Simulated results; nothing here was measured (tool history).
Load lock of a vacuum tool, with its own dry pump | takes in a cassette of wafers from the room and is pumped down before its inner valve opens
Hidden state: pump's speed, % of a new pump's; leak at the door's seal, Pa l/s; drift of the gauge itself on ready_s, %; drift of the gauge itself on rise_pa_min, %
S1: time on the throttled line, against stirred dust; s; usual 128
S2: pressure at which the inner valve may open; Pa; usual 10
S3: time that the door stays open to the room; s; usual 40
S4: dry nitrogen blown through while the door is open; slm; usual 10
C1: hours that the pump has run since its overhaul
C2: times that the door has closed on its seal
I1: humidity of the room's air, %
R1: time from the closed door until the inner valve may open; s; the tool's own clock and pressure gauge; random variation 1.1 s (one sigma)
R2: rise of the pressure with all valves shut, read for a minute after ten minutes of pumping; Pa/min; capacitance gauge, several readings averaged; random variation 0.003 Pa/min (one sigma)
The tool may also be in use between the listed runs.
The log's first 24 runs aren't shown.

run	hour	S1	S2	S3	S4	C1	C2	I1	R1	R2
25	1435.2	128	10	40	26	3317	7709	46.0	196.0	0.027
26	1522.3	128	10	40	26	3404	7914	47.1	196.4	0.027
27	1599.7	128	10	40	26	3481	8096	43.5	198.4	0.029
28	1667.2	128	10	182	40	3549	8254	41.1	197.5	0.039
29	1718.6	135	15	105	24	3600	8375	43.7	200.9	0.037
30	1769.5	166	10	32	5	3651	8494	43.7	228.7	0.031
31	1853.0	87	10	40	10	3735	8690	44.1	161.2	0.040
32	1919.3	197	10	29	7	3801	8846	47.1	255.7	0.037
33	1989.5	92	7	36	25	3871	9010	40.8	171.0	0.027
34	2041.2	92	7	36	25	3923	9132	46.3	172.0	0.026
35	2088.6	115	10	40	10	3970	9243	43.3	186.6	0.043
36	2151.2	128	10	40	16	4033	9390	43.2	195.6	0.034

Forecast each of these 4 alternatives for the next run:
A	2203.4	82	19	40	17	4085	9512	42.2	?	?
B	2203.4	128	17	29	10	4085	9512	42.5	?	?
C	2203.4	188	8	40	17	4085	9512	45.9	?	?
D	2203.4	128	10	52	10	4085	9512	47.3	?	?

run	R1	R2
A	151.7	0.028
B	191.4	0.028
C	251.4	0.037
D	198.2	0.046
Without the tool's hidden state the same runs would have given:
run	R1	R2
A	151.7	0.028
B	191.4	0.027
C	251.4	0.037
D	198.2	0.046
